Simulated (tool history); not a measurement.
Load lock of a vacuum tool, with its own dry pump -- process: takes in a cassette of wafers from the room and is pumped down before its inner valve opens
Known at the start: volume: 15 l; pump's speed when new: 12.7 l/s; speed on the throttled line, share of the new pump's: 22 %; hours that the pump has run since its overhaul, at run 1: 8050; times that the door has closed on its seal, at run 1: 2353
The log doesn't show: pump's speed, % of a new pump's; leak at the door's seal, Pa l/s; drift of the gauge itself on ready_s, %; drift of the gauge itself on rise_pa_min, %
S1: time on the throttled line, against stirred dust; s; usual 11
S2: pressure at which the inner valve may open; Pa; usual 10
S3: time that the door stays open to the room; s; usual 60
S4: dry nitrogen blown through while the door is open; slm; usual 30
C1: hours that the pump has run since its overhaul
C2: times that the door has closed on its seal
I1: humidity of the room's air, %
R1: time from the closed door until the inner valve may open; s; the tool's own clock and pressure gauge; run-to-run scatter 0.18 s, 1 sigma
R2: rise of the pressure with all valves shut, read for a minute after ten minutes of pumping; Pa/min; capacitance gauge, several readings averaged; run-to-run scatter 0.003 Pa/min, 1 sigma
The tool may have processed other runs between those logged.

run 1 hour=0 | S1=11 S2=10 S3=60 S4=30 | C1=8050 C2=2353 | I1=43.7 | R1=20.3 R2=0.034
run 2 hour=206.5 | S1=11 S2=17 S3=60 S4=30 | C1=8257 C2=2892 | I1=46.8 | R1=19.8 R2=0.04
run 3 hour=430.9 | S1=11 S2=10 S3=60 S4=30 | C1=8481 C2=3479 | I1=46 | R1=20.5 R2=0.042
run 4 hour=714.3 | S1=11 S2=10 S3=87 S4=30 | C1=8765 C2=4219 | I1=43.9 | R1=20.4 R2=0.043
run 5 hour=971.9 | S1=11 S2=10 S3=87 S4=30 | C1=9022 C2=4892 | I1=42.7 | R1=20.5 R2=0.058
run 6 hour=1316.8 | S1=11 S2=10 S3=60 S4=30 | C1=9367 C2=5793 | I1=44.3 | R1=20.6 R2=0.05
run 7 hour=1655.1 | S1=11 S2=10 S3=60 S4=30 | C1=9705 C2=6677 | I1=43.7 | R1=20.5 R2=0.051
run 8 hour=1824.9 | S1=11 S2=7 S3=60 S4=30 | C1=9875 C2=7121 | I1=43.8 | R1=21.4 R2=0.055
run 9 hour=2042.1 | S1=11 S2=7 S3=60 S4=4 | C1=10092 C2=7688 | I1=45.9 | R1=21.1 R2=0.09
run 10 hour=2340.9 | S1=11 S2=7 S3=60 S4=4 | C1=10391 C2=8469 | I1=45.2 | R1=21 R2=0.086
run 11 hour=2490.5 | S1=16 S2=10 S3=60 S4=30 | C1=10541 C2=8860 | I1=46.1 | R1=24.2 R2=0.071
run 12 hour=2744.3 | S1=8 S2=10 S3=60 S4=30 | C1=10795 C2=9523 | I1=43.6 | R1=18.5 R2=0.073
run 13 hour=2965 | S1=8 S2=9 S3=60 S4=30 | C1=11015 C2=10100 | I1=48 | R1=18.6 R2=0.076
run 14 hour=3300.8 | S1=11 S2=10 S3=60 S4=30 | C1=11351 C2=10977 | I1=44.2 | R1=20.9 R2=0.084
run 15 hour=3449.8 | S1=11 S2=10 S3=60 S4=30 | C1=11500 C2=11366 | I1=43.1 | R1=20.9 R2=0.08
run 16 hour=3699.8 | S1=11 S2=10 S3=60 S4=30 | C1=11750 C2=12020 | I1=40.9 | R1=20.7 R2=0.088
run 17 hour=3895.5 | S1=11 S2=10 S3=60 S4=30 | C1=11946 C2=12531 | I1=42.7 | R1=21 R2=0.094
run 18 hour=4171 | S1=11 S2=10 S3=60 S4=30 | C1=12221 C2=13251 | I1=47.2 | R1=20.6 R2=0.094
run 19 hour=4447.1 | S1=15 S2=10 S3=60 S4=28 | C1=12498 C2=13972 | I1=45.4 | R1=23.8 R2=0.1
run 20 hour=4751.6 | S1=15 S2=10 S3=60 S4=28 | C1=12802 C2=14768 | I1=45.2 | R1=23.9 R2=0.109
run 21 hour=4986.5 | S1=15 S2=10 S3=60 S4=30 | C1=13037 C2=15382 | I1=43.9 | R1=23.9 R2=0.111
run 22 hour=5315.4 | S1=19 S2=11 S3=70 S4=7 | C1=13366 C2=16241 | I1=42.1 | R1=27 R2=0.14
run 23 hour=5623.2 | S1=19 S2=11 S3=70 S4=7 | C1=13674 C2=17045 | I1=45.1 | R1=26.7 R2=0.159
run 24 hour=5947.9 | S1=13 S2=11 S3=60 S4=30 | C1=13998 C2=17893 | I1=45.6 | R1=22.2 R2=0.135
-- hour=6117.1 dry pump taken out, an overhauled one fitted
run 25 hour=6122.9 | S1=21 S2=11 S3=60 S4=34 | C1=6 C2=18335 | I1=44.1 | R1=27.2 R2=0.142
run 26 hour=6280.6 | S1=12 S2=11 S3=60 S4=13 | C1=164 C2=18747 | I1=46.1 | R1=20.2 R2=0.154
run 27 hour=6521.3 | S1=12 S2=11 S3=60 S4=13 | C1=404 C2=19376 | I1=48.6 | R1=20.2 R2=0.161
run 28 hour=6860.7 | S1=12 S2=12 S3=60 S4=16 | C1=744 C2=20263 | I1=44.8 | R1=20.1 R2=0.17
run 29 hour=7203.7 | S1=8 S2=12 S3=60 S4=16 | C1=1087 C2=21159 | I1=45.4 | R1=17 R2=0.181
run 30 hour=7547 | S1=8 S2=18 S3=60 S4=16 | C1=1430 C2=22056 | I1=45.2 | R1=16.5 R2=0.189
run 31 hour=7765.5 | S1=11 S2=10 S3=52 S4=19 | C1=1648 C2=22627 | I1=43.6 | R1=19.5 R2=0.191
run 32 hour=8122.1 | S1=11 S2=10 S3=49 S4=19 | C1=2005 C2=23559 | I1=47 | R1=19.5 R2=0.195
run 33 hour=8411.4 | S1=11 S2=10 S3=25 S4=19 | C1=2294 C2=24314 | I1=44.9 | R1=19.6 R2=0.194
run 34 hour=8668.9 | S1=11 S2=10 S3=25 S4=19 | C1=2552 C2=24987 | I1=48 | R1=19.7 R2=0.207
run 35 hour=8918 | S1=11 S2=10 S3=25 S4=19 | C1=2801 C2=25638 | I1=43.4 | R1=19.8 R2=0.212
run 36 hour=9195.9 | S1=11 S2=10 S3=25 S4=19 | C1=3079 C2=26364 | I1=48 | R1=19.6 R2=0.215

5 ways to go on from here, each from the tool as it stands after run 36. What would each give?
run A hour=9529.6 | S1=11 S2=10 S3=56 S4=30 | C1=3412 C2=27236 | I1=42.5 | R1=? R2=?
run B hour=9529.6 | S1=7 S2=18 S3=25 S4=38 | C1=3412 C2=27236 | I1=46.3 | R1=? R2=?
run C hour=9529.6 | S1=17 S2=10 S3=126 S4=30 | C1=3412 C2=27236 | I1=47.3 | R1=? R2=?
run D hour=9529.6 | S1=13 S2=17 S3=25 S4=23 | C1=3412 C2=27236 | I1=45.4 | R1=? R2=?
run E hour=9529.6 | S1=11 S2=17 S3=25 S4=19 | C1=3412 C2=27236 | I1=44.7 | R1=? R2=?

run=A R1=20 R2=0.233
run=B R1=15.9 R2=0.228
run=C R1=24.5 R2=0.255
run=D R1=20.9 R2=0.236
run=E R1=18.9 R2=0.227
Without the tool's hidden state the same runs would have given:
run=A R1=19.7 R2=0.02
run=B R1=15.7 R2=0.016
run=C R1=24.3 R2=0.04
run=D R1=20.6 R2=0.021
run=E R1=18.7 R2=0.017
